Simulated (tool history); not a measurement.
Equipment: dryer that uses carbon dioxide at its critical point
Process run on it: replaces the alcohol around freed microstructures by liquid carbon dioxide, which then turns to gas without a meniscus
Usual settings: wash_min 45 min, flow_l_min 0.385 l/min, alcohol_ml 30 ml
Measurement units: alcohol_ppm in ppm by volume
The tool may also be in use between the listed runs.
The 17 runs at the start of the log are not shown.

Run 18, hour 219.2: usual settings but flow_l_min 0.384 l/min. Result: alcohol_ppm 105 ppm by volume.
Run 19, hour 226.4: usual settings but wash_min 60 min, flow_l_min 0.426 l/min, alcohol_ml 36 ml. Result: alcohol_ppm 107 ppm by volume.
Run 20, hour 234.1: usual settings but wash_min 29 min, flow_l_min 0.469 l/min, alcohol_ml 92 ml. Result: alcohol_ppm 181 ppm by volume.
Run 21, hour 243: usual settings but wash_min 29 min, flow_l_min 0.469 l/min, alcohol_ml 92 ml. Result: alcohol_ppm 185 ppm by volume.
Run 22, hour 257.5: usual settings but wash_min 29 min, flow_l_min 0.469 l/min, alcohol_ml 92 ml. Result: alcohol_ppm 185 ppm by volume.
Run 23, hour 270.6: usual settings but wash_min 27 min, alcohol_ml 84 ml. Result: alcohol_ppm 451 ppm by volume.
Run 24, hour 280.2: usual settings but wash_min 27 min, alcohol_ml 84 ml. Result: alcohol_ppm 446 ppm by volume.
Run 25, hour 288.3: usual settings but wash_min 54 min, flow_l_min 0.502 l/min. Result: alcohol_ppm 107 ppm by volume.
Run 26, hour 304.2: usual settings but wash_min 34 min, flow_l_min 0.502 l/min, alcohol_ml 24 ml. Result: alcohol_ppm 117 ppm by volume.
Run 27, hour 314.5: usual settings but wash_min 58 min, flow_l_min 0.244 l/min, alcohol_ml 24 ml. Result: alcohol_ppm 138 ppm by volume.
Run 28, hour 330.3: usual settings but wash_min 53 min, alcohol_ml 69 ml. Result: alcohol_ppm 127 ppm by volume.
Run 29, hour 343.8: usual settings but wash_min 49 min, alcohol_ml 75 ml. Result: alcohol_ppm 128 ppm by volume.
Run 30, hour 355.3: usual settings but wash_min 49 min, flow_l_min 0.568 l/min, alcohol_ml 58 ml. Result: alcohol_ppm 126 ppm by volume.
Run 31, hour 366.5: usual settings but wash_min 49 min, flow_l_min 0.568 l/min, alcohol_ml 75 ml. Result: alcohol_ppm 127 ppm by volume.
Run 32, hour 378: usual settings but alcohol_ml 70 ml. Result: alcohol_ppm 142 ppm by volume.
Run 33, hour 395.9: usual settings but flow_l_min 0.58 l/min, alcohol_ml 70 ml. Result: alcohol_ppm 131 ppm by volume.
Run 34, hour 410.6: usual settings but flow_l_min 0.58 l/min, alcohol_ml 70 ml. Result: alcohol_ppm 139 ppm by volume.
Run 35, hour 418.4: usual settings but flow_l_min 0.58 l/min, alcohol_ml 70 ml. Result: alcohol_ppm 138 ppm by volume.
Run 36, hour 428.9: usual settings but wash_min 32 min, flow_l_min 0.274 l/min, alcohol_ml 110 ml. Result: alcohol_ppm 1330 ppm by volume.

3 options for the next run, each taken on its own from the tool as it stands now. Forecast them:
Run A, hour 437.3: usual settings but wash_min 52 min, flow_l_min 0.571 l/min, alcohol_ml 110 ml. Result: alcohol_ppm ?.
Run B, hour 437.3: usual settings but wash_min 35 min, flow_l_min 0.262 l/min, alcohol_ml 54 ml. Result: alcohol_ppm ?.
Run C, hour 437.3: usual settings but wash_min 67 min, flow_l_min 0.337 l/min, alcohol_ml 110 ml. Result: alcohol_ppm ?.

run  alcohol_ppm
  A          134
  B          630
  C          153
Without the tool's unlogged condition, the same runs would have read:
run  alcohol_ppm
  A            0
  B          386
  C            7
